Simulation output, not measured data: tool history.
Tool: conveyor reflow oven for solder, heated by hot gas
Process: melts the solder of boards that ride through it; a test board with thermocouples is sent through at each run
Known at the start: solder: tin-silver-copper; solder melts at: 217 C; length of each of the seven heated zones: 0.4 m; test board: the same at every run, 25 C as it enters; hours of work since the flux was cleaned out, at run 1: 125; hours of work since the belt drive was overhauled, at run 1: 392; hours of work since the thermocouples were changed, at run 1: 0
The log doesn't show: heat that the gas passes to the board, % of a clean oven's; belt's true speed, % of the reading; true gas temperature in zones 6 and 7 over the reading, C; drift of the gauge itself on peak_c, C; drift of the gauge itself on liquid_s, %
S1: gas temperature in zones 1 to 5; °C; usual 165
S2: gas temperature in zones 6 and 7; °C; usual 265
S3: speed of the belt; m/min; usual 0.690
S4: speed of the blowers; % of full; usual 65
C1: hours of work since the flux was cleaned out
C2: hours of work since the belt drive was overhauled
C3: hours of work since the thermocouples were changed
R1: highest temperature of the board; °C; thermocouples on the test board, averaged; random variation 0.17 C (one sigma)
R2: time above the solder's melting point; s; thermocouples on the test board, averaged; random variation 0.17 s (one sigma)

run	hour	S1	S2	S3	S4	C1	C2	C3	R1	R2
1	0.0	165	265	0.690	65	125	392	0	242.3	40.4
2	94.3	165	265	0.690	65	165	433	41	242.3	40.3
3	189.7	165	265	0.690	65	207	474	82	241.7	39.7
# hour 209.9: flux residue cleaned out of gas plates and filters
4	248.2	165	265	0.690	65	16	497	105	243.3	42.3
5	304.3	165	265	0.690	62	41	521	129	242.1	40.5
6	361.2	165	265	0.690	62	65	546	153	241.9	40.5
7	422.8	165	265	0.606	65	92	572	180	247.6	53.0
8	515.7	165	265	0.690	65	132	612	220	242.5	41.1
9	591.9	165	265	0.690	65	164	645	252	242.5	40.4
10	683.6	165	265	0.690	65	204	684	292	242.0	39.9
# hour 710.3: flux residue cleaned out of gas plates and filters
11	745.7	165	265	0.690	65	15	709	317	243.4	42.4
12	840.6	165	265	0.766	65	56	750	357	239.0	33.2
13	893.4	165	253	0.690	65	79	773	380	233.4	31.2
14	971.5	165	253	0.690	65	112	806	414	232.8	31.0
15	1036.3	165	260	0.690	65	140	834	442	238.1	37.0
16	1084.3	152	265	0.639	65	161	855	462	242.5	41.2
17	1137.1	152	265	0.639	65	184	877	485	242.2	41.1
# hour 1207.5: flux residue cleaned out of gas plates and filters
18	1207.5	152	265	0.691	65	0	906	513	240.7	36.0
19	1259.9	153	265	0.605	59	23	928	536	243.8	45.4
20	1345.4	153	274	0.552	67	59	965	572	257.6	63.9
21	1404.7	154	262	0.740	60	85	990	598	232.5	24.9
22	1491.5	165	270	0.620	65	122	1028	635	250.4	54.5
23	1537.3	165	270	0.620	65	142	1047	655	250.6	54.5
24	1629.7	175	265	0.608	65	182	1087	695	248.1	57.3
# hour 1713.8: flux residue cleaned out of gas plates and filters
25	1719.3	165	271	0.559	62	2	1124	731	255.2	65.7
26	1760.5	154	274	0.566	83	20	1141	749	261.5	67.1
27	1842.1	154	274	0.566	83	55	1176	784	261.3	67.1
28	1905.9	155	265	0.690	66	83	1204	811	241.0	37.6
# hour 1963.1: thermocouples of zones 6 and 7 changed
29	1976.1	178	265	0.600	65	112	1233	6	250.7	62.1

Forecast each of these 3 alternatives for the next run:
A	2066.8	158	265	0.690	65	151	1272	45	?	?
B	2066.8	153	265	0.629	78	151	1272	45	?	?
C	2066.8	175	265	0.788	65	151	1272	45	?	?

run	R1	R2
A	241.0	38.5
B	247.6	48.9
C	239.9	35.9
Without the tool's hidden state the same runs would have given:
run	R1	R2
A	241.7	38.0
B	248.4	48.2
C	240.6	35.4

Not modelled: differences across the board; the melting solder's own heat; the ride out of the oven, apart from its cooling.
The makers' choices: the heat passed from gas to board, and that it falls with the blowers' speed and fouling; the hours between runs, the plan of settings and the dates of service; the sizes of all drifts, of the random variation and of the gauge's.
